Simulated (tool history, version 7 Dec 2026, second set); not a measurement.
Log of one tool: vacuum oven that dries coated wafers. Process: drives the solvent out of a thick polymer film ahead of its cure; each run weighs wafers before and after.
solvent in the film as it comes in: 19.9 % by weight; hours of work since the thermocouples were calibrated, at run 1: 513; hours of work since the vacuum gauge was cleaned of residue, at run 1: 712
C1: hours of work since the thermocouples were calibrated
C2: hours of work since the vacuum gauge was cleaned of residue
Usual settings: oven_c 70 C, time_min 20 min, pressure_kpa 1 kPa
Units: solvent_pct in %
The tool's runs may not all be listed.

run 1 hour=0 | oven_c=70 time_min=20 pressure_kpa=1 | C1=513 C2=712 | solvent_pct=4.41
run 2 hour=41.5 | oven_c=70 time_min=20 pressure_kpa=1 | C1=534 C2=734 | solvent_pct=4.28
run 3 hour=59.3 | oven_c=70 time_min=20 pressure_kpa=1 | C1=543 C2=743 | solvent_pct=4.43
run 4 hour=95.8 | oven_c=70 time_min=20 pressure_kpa=1 | C1=562 C2=761 | solvent_pct=4.26
run 5 hour=124.8 | oven_c=70 time_min=20 pressure_kpa=1 | C1=576 C2=776 | solvent_pct=4.34
run 6 hour=148.8 | oven_c=70 time_min=20 pressure_kpa=1 | C1=589 C2=789 | solvent_pct=4.31
run 7 hour=182.3 | oven_c=62 time_min=20 pressure_kpa=1 | C1=606 C2=806 | solvent_pct=7.92
run 8 hour=218.6 | oven_c=62 time_min=20 pressure_kpa=1 | C1=624 C2=824 | solvent_pct=7.92
run 9 hour=242.7 | oven_c=70 time_min=20 pressure_kpa=1 | C1=637 C2=837 | solvent_pct=4.43
run 10 hour=276 | oven_c=70 time_min=20 pressure_kpa=1 | C1=654 C2=854 | solvent_pct=4.35
run 11 hour=311.8 | oven_c=70 time_min=18 pressure_kpa=1 | C1=672 C2=872 | solvent_pct=4.86
run 12 hour=335.5 | oven_c=78 time_min=20 pressure_kpa=1 | C1=684 C2=884 | solvent_pct=1.81
run 13 hour=376.7 | oven_c=78 time_min=20 pressure_kpa=1 | C1=705 C2=905 | solvent_pct=1.77
run 14 hour=412.1 | oven_c=70 time_min=31 pressure_kpa=1 | C1=723 C2=923 | solvent_pct=2.46
run 15 hour=435.3 | oven_c=70 time_min=20 pressure_kpa=1 | C1=735 C2=935 | solvent_pct=4.37
run 16 hour=460.5 | oven_c=70 time_min=20 pressure_kpa=1 | C1=748 C2=948 | solvent_pct=4.35
run 17 hour=490.2 | oven_c=70 time_min=20 pressure_kpa=1 | C1=763 C2=963 | solvent_pct=4.28
run 18 hour=511.4 | oven_c=70 time_min=20 pressure_kpa=1 | C1=774 C2=974 | solvent_pct=4.37
run 19 hour=530.2 | oven_c=70 time_min=20 pressure_kpa=1 | C1=784 C2=984 | solvent_pct=4.4
-- hour=534.1 oven's thermocouples calibrated
run 20 hour=568.2 | oven_c=70 time_min=20 pressure_kpa=1 | C1=17 C2=1002 | solvent_pct=4.05
run 21 hour=590.3 | oven_c=70 time_min=20 pressure_kpa=1 | C1=29 C2=1013 | solvent_pct=4.19
run 22 hour=612.5 | oven_c=70 time_min=20 pressure_kpa=1 | C1=40 C2=1025 | solvent_pct=4.28
run 23 hour=640.7 | oven_c=57 time_min=20 pressure_kpa=1 | C1=54 C2=1039 | solvent_pct=9.84
run 24 hour=671.7 | oven_c=57 time_min=20 pressure_kpa=1 | C1=70 C2=1055 | solvent_pct=10
run 25 hour=701.2 | oven_c=67 time_min=12 pressure_kpa=1.47 | C1=85 C2=1070 | solvent_pct=8.43
run 26 hour=719.2 | oven_c=71 time_min=11 pressure_kpa=0.61 | C1=95 C2=1079 | solvent_pct=6.87
-- hour=737 oven's thermocouples calibrated, once more
run 27 hour=744.1 | oven_c=71 time_min=11 pressure_kpa=0.61 | C1=4 C2=1091 | solvent_pct=7.18
run 28 hour=771.6 | oven_c=70 time_min=32 pressure_kpa=3.02 | C1=18 C2=1105 | solvent_pct=3.89
run 29 hour=789.8 | oven_c=70 time_min=20 pressure_kpa=0.56 | C1=27 C2=1114 | solvent_pct=4.21
run 30 hour=809.6 | oven_c=70 time_min=20 pressure_kpa=0.56 | C1=37 C2=1124 | solvent_pct=4.26
run 31 hour=844.2 | oven_c=56 time_min=32 pressure_kpa=1.02 | C1=55 C2=1142 | solvent_pct=8.35
run 32 hour=862.5 | oven_c=66 time_min=28 pressure_kpa=1.1 | C1=64 C2=1151 | solvent_pct=4.5
run 33 hour=889.2 | oven_c=70 time_min=20 pressure_kpa=0.77 | C1=78 C2=1165 | solvent_pct=4.25
run 34 hour=928.8 | oven_c=70 time_min=28 pressure_kpa=0.82 | C1=98 C2=1185 | solvent_pct=2.79
run 35 hour=960.2 | oven_c=57 time_min=12 pressure_kpa=3.3 | C1=114 C2=1201 | solvent_pct=13.7
run 36 hour=1001.5 | oven_c=57 time_min=12 pressure_kpa=3.3 | C1=135 C2=1222 | solvent_pct=13.81
run 37 hour=1039.8 | oven_c=79 time_min=18 pressure_kpa=0.57 | C1=155 C2=1242 | solvent_pct=1.69
run 38 hour=1065.7 | oven_c=79 time_min=26 pressure_kpa=1.3 | C1=168 C2=1255 | solvent_pct=1.26
-- hour=1090.3 vacuum gauge cleaned of residue and calibrated
run 39 hour=1104.2 | oven_c=71 time_min=29 pressure_kpa=3.86 | C1=187 C2=7 | solvent_pct=4.19
run 40 hour=1123.7 | oven_c=63 time_min=32 pressure_kpa=0.62 | C1=197 C2=17 | solvent_pct=4.27
run 41 hour=1141.4 | oven_c=55 time_min=32 pressure_kpa=0.96 | C1=206 C2=26 | solvent_pct=8.43
run 42 hour=1165.2 | oven_c=55 time_min=32 pressure_kpa=0.96 | C1=218 C2=38 | solvent_pct=8.28
run 43 hour=1195.6 | oven_c=70 time_min=20 pressure_kpa=0.76 | C1=234 C2=54 | solvent_pct=3.89
run 44 hour=1227.9 | oven_c=70 time_min=24 pressure_kpa=1.14 | C1=250 C2=70 | solvent_pct=3.42
run 45 hour=1267.7 | oven_c=70 time_min=24 pressure_kpa=1.14 | C1=271 C2=91 | solvent_pct=3.33
run 46 hour=1298.3 | oven_c=82 time_min=20 pressure_kpa=1 | C1=286 C2=106 | solvent_pct=0.97
run 47 hour=1323.4 | oven_c=59 time_min=14 pressure_kpa=1.83 | C1=299 C2=119 | solvent_pct=11.42

The same runs without the tool's hidden state, with the same run-to-run variation:
The hidden state here: true wafer temperature over the reading, C; true pressure over the reading, kPa; drift of the gauge itself on solvent_pct, %.
run=1 solvent_pct=4.31
run=2 solvent_pct=4.18
run=3 solvent_pct=4.33
run=4 solvent_pct=4.17
run=5 solvent_pct=4.25
run=6 solvent_pct=4.23
run=7 solvent_pct=7.83
run=8 solvent_pct=7.84
run=9 solvent_pct=4.36
run=10 solvent_pct=4.28
run=11 solvent_pct=4.81
run=12 solvent_pct=1.73
run=13 solvent_pct=1.68
run=14 solvent_pct=2.34
run=15 solvent_pct=4.32
run=16 solvent_pct=4.31
run=17 solvent_pct=4.24
run=18 solvent_pct=4.33
run=19 solvent_pct=4.37
run=20 solvent_pct=4.14
run=21 solvent_pct=4.28
run=22 solvent_pct=4.38
run=23 solvent_pct=9.92
run=24 solvent_pct=10.08
run=25 solvent_pct=8.61
run=26 solvent_pct=7.07
run=27 solvent_pct=7.03
run=28 solvent_pct=3.65
run=29 solvent_pct=4.01
run=30 solvent_pct=4.06
run=31 solvent_pct=8.05
run=32 solvent_pct=4.25
run=33 solvent_pct=4.06
run=34 solvent_pct=2.56
run=35 solvent_pct=13.53
run=36 solvent_pct=13.64
run=37 solvent_pct=1.53
run=38 solvent_pct=1.06
run=39 solvent_pct=4.3
run=40 solvent_pct=4.42
run=41 solvent_pct=8.59
run=42 solvent_pct=8.45
run=43 solvent_pct=4.04
run=44 solvent_pct=3.56
run=45 solvent_pct=3.48
run=46 solvent_pct=1.01
run=47 solvent_pct=11.58

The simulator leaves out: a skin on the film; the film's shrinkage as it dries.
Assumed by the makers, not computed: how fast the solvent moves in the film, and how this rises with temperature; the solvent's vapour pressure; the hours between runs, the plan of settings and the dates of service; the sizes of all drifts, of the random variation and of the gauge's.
